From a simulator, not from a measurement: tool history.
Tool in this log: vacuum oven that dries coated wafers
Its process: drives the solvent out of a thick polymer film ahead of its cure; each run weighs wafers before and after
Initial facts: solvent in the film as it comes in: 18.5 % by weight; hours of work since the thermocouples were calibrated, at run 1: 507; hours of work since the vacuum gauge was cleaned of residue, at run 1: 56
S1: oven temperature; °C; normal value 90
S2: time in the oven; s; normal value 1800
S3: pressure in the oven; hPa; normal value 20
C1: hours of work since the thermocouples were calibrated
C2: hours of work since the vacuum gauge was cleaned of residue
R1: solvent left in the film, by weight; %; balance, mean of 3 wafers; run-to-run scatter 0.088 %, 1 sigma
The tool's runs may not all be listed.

run,day,S1,S2,S3,C1,C2,R1
1,0,90,1800,20,507,56,7.61
2,1.242,90,1800,20,530,80,7.74
3,3.588,90,1800,20,574,123,7.52
4,5.846,90,1800,20,616,166,7.79
5,7.038,90,1800,20,639,188,7.74
6,9.15,90,1800,20,678,228,8
7,10.254,90,1800,20,699,248,7.94
8,12.162,90,1800,20,735,284,7.82
9,14.042,90,1260,20,770,319,9.34
# day 15.975: oven's thermocouples calibrated
10,16.638,90,1260,20,12,366,8.78
11,19.133,90,1800,20,59,413,7.59
12,21.417,90,1800,20,102,456,7.44
13,23.788,90,1800,20,146,500,7.56
14,24.842,90,1800,20,166,520,7.57
15,26.825,90,1800,20,203,557,7.5
16,29.258,90,1800,20,249,603,7.49
17,31.558,90,1260,20,292,646,9.2
18,34.125,90,1260,20,340,694,9.3
19,36.529,90,1260,20,385,739,9.2
20,38.304,90,1800,20,418,772,7.82
21,40.3,90,1800,13,456,810,6.79
22,42.308,90,1800,13,493,847,6.76
23,44.446,90,1800,20,533,887,7.99
24,45.504,90,1800,20,553,907,7.95
25,47.142,90,1800,20,584,938,7.9
26,48.217,90,960,36.6,604,958,12.65
27,50.579,90,960,36.6,648,1002,12.49
28,52.171,90,960,36.6,678,1032,13
29,53.921,83,3240,35.6,711,1065,12.26
30,55.712,94,3240,35.6,745,1099,7.64
31,57.129,90,1680,20,771,1125,8.7
# day 59: oven's thermocouples calibrated
32,59.242,90,1680,20,5,1163,7.74
33,61.125,90,1800,12.2,40,1198,6.33
34,63.496,90,1800,12.2,84,1243,6.3
# day 64.15: vacuum gauge cleaned of residue and calibrated
35,66.021,99,2880,28.8,130,35,4.49
36,67.658,99,2880,10.8,161,66,2.01
37,69.783,103,2880,17.5,201,106,2.44
38,70.946,88,1560,15,223,127,7.85
39,72.138,83,1560,15,245,150,9.56
40,73.629,83,1560,55.2,273,178,16.33
41,76.067,103,2400,20,319,223,2.98
42,77.45,77,2400,30.6,345,249,13.58
43,78.562,77,2400,30.6,365,270,13.48
44,80.688,90,1020,11.5,405,310,8.71
45,82.158,90,1020,11.5,433,337,8.93
46,83.625,90,1020,11.5,460,365,8.96
47,85.338,89,1800,10.6,492,397,6.4

Hidden state at the last listed run before each entry between runs and at the first one after, where it differs:
Run 9 -> run 10: oven's thermocouples calibrated (day 15.975)
  true wafer temperature over the reading, C: -1.54 -> 0.16; true pressure over the reading, kPa: 0.078 -> 0.091
  measured value less the no-hidden-state value, R1: +0.64 -> +0.07 %
Run 31 -> run 32: oven's thermocouples calibrated (day 59)
  true wafer temperature over the reading, C: -1.54 -> 0.46; true pressure over the reading, kPa: 0.286 -> 0.296
  measured value less the no-hidden-state value, R1: +1.02 -> +0.29 %
Run 34 -> run 35: vacuum gauge cleaned of residue and calibrated (day 64.15)
  true wafer temperature over the reading, C: 0.27 -> 0.17; true pressure over the reading, kPa: 0.318 -> 0.016
  measured value less the no-hidden-state value, R1: +0.41 -> -0.01 %

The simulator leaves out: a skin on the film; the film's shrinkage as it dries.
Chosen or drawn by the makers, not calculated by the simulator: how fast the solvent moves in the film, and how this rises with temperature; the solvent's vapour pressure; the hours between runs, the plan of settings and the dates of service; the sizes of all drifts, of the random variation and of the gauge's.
